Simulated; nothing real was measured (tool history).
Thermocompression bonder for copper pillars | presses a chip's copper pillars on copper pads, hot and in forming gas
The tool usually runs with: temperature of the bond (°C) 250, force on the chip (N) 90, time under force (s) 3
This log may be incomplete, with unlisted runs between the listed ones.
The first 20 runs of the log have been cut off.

run,hour,temperature of the bond (°C),force on the chip (N),time under force (s),hours of work since the heater was calibrated,hours of work since the force cell was calibrated,hours of work since the gas filter was changed,force that shears a chip off (N)
21,233.9,246,90,3,630,229,217,53.9
22,245.4,244,97,9,636,235,222,78
23,252.9,275,103,7,639,239,226,95.3
24,266.9,246,61,3,646,245,233,40.4
25,278.9,240,90,5,652,251,238,58.5
26,293.2,240,90,2,659,258,245,42.8
27,307.6,234,97,2,666,265,252,41.2
28,318.1,236,90,3,671,270,257,47.7
29,328.7,277,86,4,676,275,262,78.4
# hour 332.6: heater calibrated with a thermocouple chip
30,342.1,253,86,2,5,280,268,39.9
31,356,253,86,2,11,287,275,40.1
32,367.3,223,86,2,17,293,280,24.1
33,381,223,86,2,23,299,287,24.3
34,395,223,86,2,30,306,293,24.4
35,408.5,223,81,2,36,312,300,23.3
36,423.1,223,79,2,43,319,307,22.4

Consider 5 possible next runs. They are alternatives, not a sequence: every one starts from the tool as it was left by run 36. What does each give?
A,431.6,246,79,2,48,323,311,?
B,431.6,223,67,2,48,323,311,?
C,431.6,227,90,6,48,323,311,?
D,431.6,250,90,7,48,323,311,?
E,431.6,248,79,5,48,323,311,?

run,force that shears a chip off (N)
A,33.6
B,20.2
C,43
D,60.9
E,49.2
Had the tool no hidden state, the same runs would have come out as:
run,force that shears a chip off (N)
A,37.4
B,22.5
C,47.8
D,67.5
E,54.7
